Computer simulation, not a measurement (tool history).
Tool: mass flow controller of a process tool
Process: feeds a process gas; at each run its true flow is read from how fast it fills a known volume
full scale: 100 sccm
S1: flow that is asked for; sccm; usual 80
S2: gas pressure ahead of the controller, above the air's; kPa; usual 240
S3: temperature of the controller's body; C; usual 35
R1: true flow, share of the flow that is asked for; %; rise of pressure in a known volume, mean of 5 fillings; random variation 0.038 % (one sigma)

run 1 hour=0.0 | S1=80 S2=240 S3=35 | R1=100.68
run 2 hour=503.4 | S1=80 S2=240 S3=35 | R1=100.75
run 3 hour=865.8 | S1=22 S2=240 S3=35 | R1=102.44
run 4 hour=1351.0 | S1=22 S2=240 S3=35 | R1=102.57
run 5 hour=1669.8 | S1=22 S2=240 S3=37 | R1=102.94
run 6 hour=1917.2 | S1=80 S2=240 S3=35 | R1=100.77
run 7 hour=2332.3 | S1=80 S2=240 S3=35 | R1=100.79
run 8 hour=2673.5 | S1=80 S2=240 S3=35 | R1=100.72
run 9 hour=2906.4 | S1=80 S2=240 S3=35 | R1=100.76
run 10 hour=3410.0 | S1=80 S2=240 S3=35 | R1=100.75

The next listed run, before its measurement:
run 11 hour=3659.6 | S1=80 S2=240 S3=35 | R1=?

{"run 11": {"R1": 100.72}}
Without the tool's hidden state the same run would have given R1 100.46 %.

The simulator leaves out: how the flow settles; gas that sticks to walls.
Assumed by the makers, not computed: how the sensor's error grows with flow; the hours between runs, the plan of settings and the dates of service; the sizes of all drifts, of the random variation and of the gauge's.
